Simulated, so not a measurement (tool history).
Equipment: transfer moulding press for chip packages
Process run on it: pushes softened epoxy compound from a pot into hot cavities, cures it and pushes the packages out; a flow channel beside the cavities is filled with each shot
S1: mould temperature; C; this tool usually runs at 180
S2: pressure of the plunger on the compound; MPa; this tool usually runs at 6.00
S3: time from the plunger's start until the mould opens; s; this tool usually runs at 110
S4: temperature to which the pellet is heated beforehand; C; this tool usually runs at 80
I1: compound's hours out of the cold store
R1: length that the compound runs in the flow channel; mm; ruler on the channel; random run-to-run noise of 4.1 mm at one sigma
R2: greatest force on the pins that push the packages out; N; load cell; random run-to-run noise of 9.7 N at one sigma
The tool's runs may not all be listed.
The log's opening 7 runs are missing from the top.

| run | hour | S1 | S2 | S3 | S4 | I1 | R1 | R2 |
|---|---|---|---|---|---|---|---|---|
| 8 | 52.5 | 180 | 6.00 | 110 | 80 | 22.2 | 735 | 703 |
| 9 | 61.5 | 180 | 6.00 | 110 | 80 | 21.7 | 741 | 726 |
| 10 | 69.0 | 180 | 6.00 | 112 | 80 | 15.3 | 748 | 719 |
| 11 | 77.0 | 180 | 6.00 | 112 | 80 | 26.0 | 728 | 706 |
| 12 | 84.0 | 180 | 6.00 | 112 | 80 | 13.0 | 766 | 721 |
| 13 | 90.7 | 180 | 6.00 | 112 | 80 | 40.2 | 695 | 710 |
|  | 94.7 | cavities cleaned with cleaning compound and waxed, once more |
| 14 | 97.5 | 180 | 6.00 | 112 | 80 | 29.2 | 713 | 428 |
| 15 | 106.2 | 174 | 6.00 | 110 | 80 | 39.7 | 707 | 600 |
| 16 | 111.7 | 174 | 6.00 | 124 | 85 | 16.3 | 763 | 530 |
| 17 | 121.1 | 175 | 5.17 | 95 | 80 | 33.2 | 670 | 853 |
| 18 | 127.2 | 175 | 5.17 | 95 | 80 | 41.7 | 649 | 879 |
| 19 | 138.0 | 175 | 5.17 | 95 | 80 | 33.0 | 664 | 946 |
| 20 | 145.0 | 175 | 5.17 | 95 | 80 | 18.0 | 706 | 1031 |
| 21 | 153.5 | 184 | 6.15 | 109 | 85 | 34.4 | 698 | 523 |
|  | 162.4 | cavities cleaned with cleaning compound and waxed |
| 22 | 166.0 | 184 | 6.15 | 109 | 85 | 33.6 | 695 | 423 |
| 23 | 176.3 | 179 | 5.67 | 104 | 74 | 9.2 | 741 | 584 |
| 24 | 182.0 | 181 | 6.29 | 110 | 80 | 18.1 | 748 | 517 |
| 25 | 186.7 | 181 | 4.67 | 110 | 89 | 13.8 | 648 | 527 |
| 26 | 196.6 | 181 | 4.67 | 110 | 75 | 39.2 | 603 | 542 |
| 27 | 202.4 | 179 | 6.26 | 103 | 78 | 42.8 | 695 | 607 |
| 28 | 208.3 | 179 | 6.26 | 103 | 78 | 41.9 | 692 | 651 |
| 29 | 214.6 | 175 | 6.26 | 129 | 78 | 47.2 | 699 | 564 |
| 30 | 222.1 | 180 | 6.00 | 117 | 84 | 8.2 | 762 | 583 |

Alternative continuations, all from the tool just after run 30; predict every row:
|  | 229.5 | cavities cleaned with cleaning compound and waxed |
| A | 229.5 | 172 | 5.60 | 117 | 72 | 12.8 | ? | ? |
|  | 229.5 | cavities cleaned with cleaning compound and waxed |
| B | 229.5 | 180 | 5.01 | 117 | 87 | 24.0 | ? | ? |
|  | 229.5 | cavities cleaned with cleaning compound and waxed |
| C | 229.5 | 180 | 6.72 | 117 | 84 | 43.8 | ? | ? |

| run | R1 | R2 |
|---|---|---|
| A | 749 | 632 |
| B | 659 | 416 |
| C | 710 | 422 |
With the hidden condition removed and each run's random variation left untouched, the same runs would have given:
| run | R1 | R2 |
|---|---|---|
| A | 779 | 661 |
| B | 684 | 419 |
| C | 738 | 425 |

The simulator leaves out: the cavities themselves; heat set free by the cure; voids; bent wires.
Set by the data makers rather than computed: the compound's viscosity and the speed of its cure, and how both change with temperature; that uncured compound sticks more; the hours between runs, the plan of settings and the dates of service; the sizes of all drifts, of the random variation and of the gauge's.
